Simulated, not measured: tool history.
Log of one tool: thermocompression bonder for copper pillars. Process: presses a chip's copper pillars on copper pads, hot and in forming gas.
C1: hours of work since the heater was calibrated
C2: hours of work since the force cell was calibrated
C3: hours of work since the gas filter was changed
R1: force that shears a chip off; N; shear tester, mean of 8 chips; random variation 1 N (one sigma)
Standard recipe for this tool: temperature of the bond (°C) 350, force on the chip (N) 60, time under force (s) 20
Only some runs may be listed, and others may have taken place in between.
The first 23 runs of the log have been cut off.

run 24 hour=174.5 | temperature_of_the_bond_(°C)=379 force_on_the_chip_(N)=53 time_under_force_(s)=11 | C1=197 C2=12 C3=264 | R1=89
run 25 hour=185.1 | temperature_of_the_bond_(°C)=379 force_on_the_chip_(N)=53 time_under_force_(s)=11 | C1=203 C2=18 C3=270 | R1=89.6
run 26 hour=189.8 | temperature_of_the_bond_(°C)=377 force_on_the_chip_(N)=53 time_under_force_(s)=12 | C1=205 C2=21 C3=272 | R1=91.6
run 27 hour=200.3 | temperature_of_the_bond_(°C)=360 force_on_the_chip_(N)=53 time_under_force_(s)=15 | C1=211 C2=27 C3=278 | R1=82
run 28 hour=210.7 | temperature_of_the_bond_(°C)=361 force_on_the_chip_(N)=60 time_under_force_(s)=54 | C1=217 C2=33 C3=284 | R1=126.9
run 29 hour=215.4 | temperature_of_the_bond_(°C)=361 force_on_the_chip_(N)=62 time_under_force_(s)=54 | C1=220 C2=36 C3=287 | R1=129.7
run 30 hour=221.4 | temperature_of_the_bond_(°C)=361 force_on_the_chip_(N)=62 time_under_force_(s)=54 | C1=223 C2=39 C3=291 | R1=127.1
run 31 hour=226.6 | temperature_of_the_bond_(°C)=361 force_on_the_chip_(N)=65 time_under_force_(s)=54 | C1=226 C2=42 C3=293 | R1=130.9

What if the next run were any one of these 5? Each begins from the tool's condition after run 31:
run A hour=235.7 | temperature_of_the_bond_(°C)=350 force_on_the_chip_(N)=60 time_under_force_(s)=36 | C1=232 C2=47 C3=299 | R1=?
run B hour=235.7 | temperature_of_the_bond_(°C)=353 force_on_the_chip_(N)=65 time_under_force_(s)=54 | C1=232 C2=47 C3=299 | R1=?
run C hour=235.7 | temperature_of_the_bond_(°C)=350 force_on_the_chip_(N)=60 time_under_force_(s)=38 | C1=232 C2=47 C3=299 | R1=?
run D hour=235.7 | temperature_of_the_bond_(°C)=379 force_on_the_chip_(N)=48 time_under_force_(s)=33 | C1=232 C2=47 C3=299 | R1=?
run E hour=235.7 | temperature_of_the_bond_(°C)=365 force_on_the_chip_(N)=60 time_under_force_(s)=20 | C1=232 C2=47 C3=299 | R1=?

run=A R1=106.5
run=B R1=124.7
run=C R1=109.7
run=D R1=114.6
run=E R1=103.2
What these runs would have given with no unlogged condition in the tool:
run=A R1=108.2
run=B R1=128.2
run=C R1=111.6
run=D R1=117.3
run=E R1=105

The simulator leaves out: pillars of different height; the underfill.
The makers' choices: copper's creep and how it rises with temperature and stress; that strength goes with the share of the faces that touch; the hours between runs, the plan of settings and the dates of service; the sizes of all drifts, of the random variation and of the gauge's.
